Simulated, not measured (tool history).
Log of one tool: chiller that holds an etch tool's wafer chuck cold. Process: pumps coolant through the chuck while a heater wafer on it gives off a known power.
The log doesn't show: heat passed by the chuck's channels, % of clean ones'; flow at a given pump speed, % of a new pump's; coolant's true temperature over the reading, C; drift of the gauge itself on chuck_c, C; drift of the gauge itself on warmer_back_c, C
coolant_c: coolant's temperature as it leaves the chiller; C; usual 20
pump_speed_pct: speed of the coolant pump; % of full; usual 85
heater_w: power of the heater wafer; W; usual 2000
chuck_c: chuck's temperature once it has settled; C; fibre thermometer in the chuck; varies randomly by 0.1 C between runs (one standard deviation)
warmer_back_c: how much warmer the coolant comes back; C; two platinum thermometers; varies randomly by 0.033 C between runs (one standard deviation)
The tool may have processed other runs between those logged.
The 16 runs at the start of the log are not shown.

run   hour  coolant_c  pump_speed_pct  heater_w  hours since the coolant was changed and the channels were flushed  hours since the pump was overhauled  hours since the chiller's thermometer was calibrated  chuck_c  warmer_back_c
 17  361.9         20              87      2250                                                               2491                                 1232                                                  2264     38.2           5.28
 18  386.2         20              87      2250                                                               2515                                 1256                                                  2288     38.4           5.28
     388.9  -- chiller's thermometer calibrated
 19  412.3         15              85      2158                                                               2541                                 1281                                                    23     32.8           5.27
 20  438.2         13              75      1013                                                               2566                                 1307                                                    49     22.1            2.8
 21  459.7         13              75      1013                                                               2588                                 1329                                                    71       22           2.83
 22  485.7         13              71      2901                                                               2614                                 1355                                                    97     40.8           8.58
 23  507.2         13              71      2901                                                               2635                                 1376                                                   118       41           8.61
 24  533.2         13              71      2901                                                               2661                                 1402                                                   144     40.9            8.6
 25  561.8         13              71      2795                                                               2690                                 1431                                                   173     39.9           8.31
     571.1  -- chiller's thermometer calibrated, once more
 26    583         21              71      2492                                                               2710                                 1451                                                    12     45.7            7.4
 27  607.3         22              64      2000                                                               2735                                 1475                                                    36     43.3            6.7
 28  639.2         20              69      2725                                                               2766                                 1507                                                    68     47.6           8.34
 29  662.7         20              63      2694                                                               2790                                 1531                                                    92     49.3           9.19
 30    696         11              78      1477                                                               2823                                 1564                                                   125     24.8           3.97
 31  711.3         11              78      1477                                                               2839                                 1580                                                   140     24.8           3.97

Here are 5 independent what-if runs from the current tool condition. What would each one return?
  A  730.2         14              78      1167                                                               2857                                 1598                                                   159        ?              ?
  B  730.2         25              64      1765                                                               2857                                 1598                                                   159        ?              ?
  C  730.2         28              65      2969                                                               2857                                 1598                                                   159        ?              ?
  D  730.2         22              74      1076                                                               2857                                 1598                                                   159        ?              ?
  E  730.2         29              78      2767                                                               2857                                 1598                                                   159        ?              ?

run  chuck_c  warmer_back_c
  A     24.8           3.21
  B       44           5.97
  C     59.8           9.73
  D     32.4            3.1
  E     54.7           7.47
Take away the tool's hidden state, keep each run's random variation, and the runs would have read:
run  chuck_c  warmer_back_c
  A     22.7           3.02
  B     40.4           5.63
  C     53.8           9.17
  D     30.4           2.92
  E     49.8           7.05
